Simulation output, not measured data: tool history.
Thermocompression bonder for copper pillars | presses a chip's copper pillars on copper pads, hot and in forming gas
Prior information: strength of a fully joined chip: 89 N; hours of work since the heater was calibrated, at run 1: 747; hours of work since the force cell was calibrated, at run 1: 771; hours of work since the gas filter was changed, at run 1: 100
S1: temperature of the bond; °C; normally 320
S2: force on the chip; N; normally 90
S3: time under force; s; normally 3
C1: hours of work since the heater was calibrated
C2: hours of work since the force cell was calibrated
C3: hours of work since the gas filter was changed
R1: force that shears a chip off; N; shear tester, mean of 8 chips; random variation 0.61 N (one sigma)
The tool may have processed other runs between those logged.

{"run": 1, "hour": 0.0, "S1": 320, "S2": 90, "S3": 3, "C1": 747, "C2": 771, "C3": 100, "R1": 57.4}
{"run": 2, "hour": 54.7, "S1": 320, "S2": 90, "S3": 3, "C1": 773, "C2": 798, "C3": 126, "R1": 57.0}
{"run": 3, "hour": 99.3, "S1": 320, "S2": 90, "S3": 3, "C1": 795, "C2": 820, "C3": 148, "R1": 57.0}
{"run": 4, "hour": 131.5, "S1": 320, "S2": 90, "S3": 3, "C1": 811, "C2": 835, "C3": 164, "R1": 57.3}
{"run": 5, "hour": 187.3, "S1": 320, "S2": 90, "S3": 3, "C1": 838, "C2": 863, "C3": 191, "R1": 57.6}
{"run": 6, "hour": 215.2, "S1": 292, "S2": 90, "S3": 3, "C1": 851, "C2": 876, "C3": 205, "R1": 46.4}
{"hour": 225.2, "done": "heater calibrated with a thermocouple chip"}
{"run": 7, "hour": 276.0, "S1": 342, "S2": 98, "S3": 2, "C1": 25, "C2": 905, "C3": 233, "R1": 63.6}
{"run": 8, "hour": 309.7, "S1": 342, "S2": 130, "S3": 2, "C1": 41, "C2": 921, "C3": 250, "R1": 70.0}
{"run": 9, "hour": 342.3, "S1": 342, "S2": 130, "S3": 2, "C1": 57, "C2": 937, "C3": 265, "R1": 70.0}
{"run": 10, "hour": 389.5, "S1": 322, "S2": 122, "S3": 2, "C1": 80, "C2": 960, "C3": 288, "R1": 61.6}
{"hour": 394.7, "done": "heater calibrated with a thermocouple chip, once more"}
{"run": 11, "hour": 436.0, "S1": 320, "S2": 81, "S3": 4, "C1": 20, "C2": 982, "C3": 310, "R1": 52.6}
{"run": 12, "hour": 471.2, "S1": 290, "S2": 56, "S3": 8, "C1": 37, "C2": 999, "C3": 327, "R1": 41.2}

Predict each of these 3 candidate next runs independently; none follows another, all start after run 12:
{"run": "A", "hour": 518.6, "S1": 309, "S2": 121, "S3": 4, "C1": 60, "C2": 1022, "C3": 350, "R1": "?"}
{"run": "B", "hour": 518.6, "S1": 315, "S2": 56, "S3": 8, "C1": 60, "C2": 1022, "C3": 350, "R1": "?"}
{"run": "C", "hour": 518.6, "S1": 290, "S2": 56, "S3": 2, "C1": 60, "C2": 1022, "C3": 350, "R1": "?"}

run=A R1=59.2
run=B R1=51.1
run=C R1=24.2
Without the tool's hidden state the same runs would have given:
run=A R1=61.5
run=B R1=52.8
run=C R1=24.7
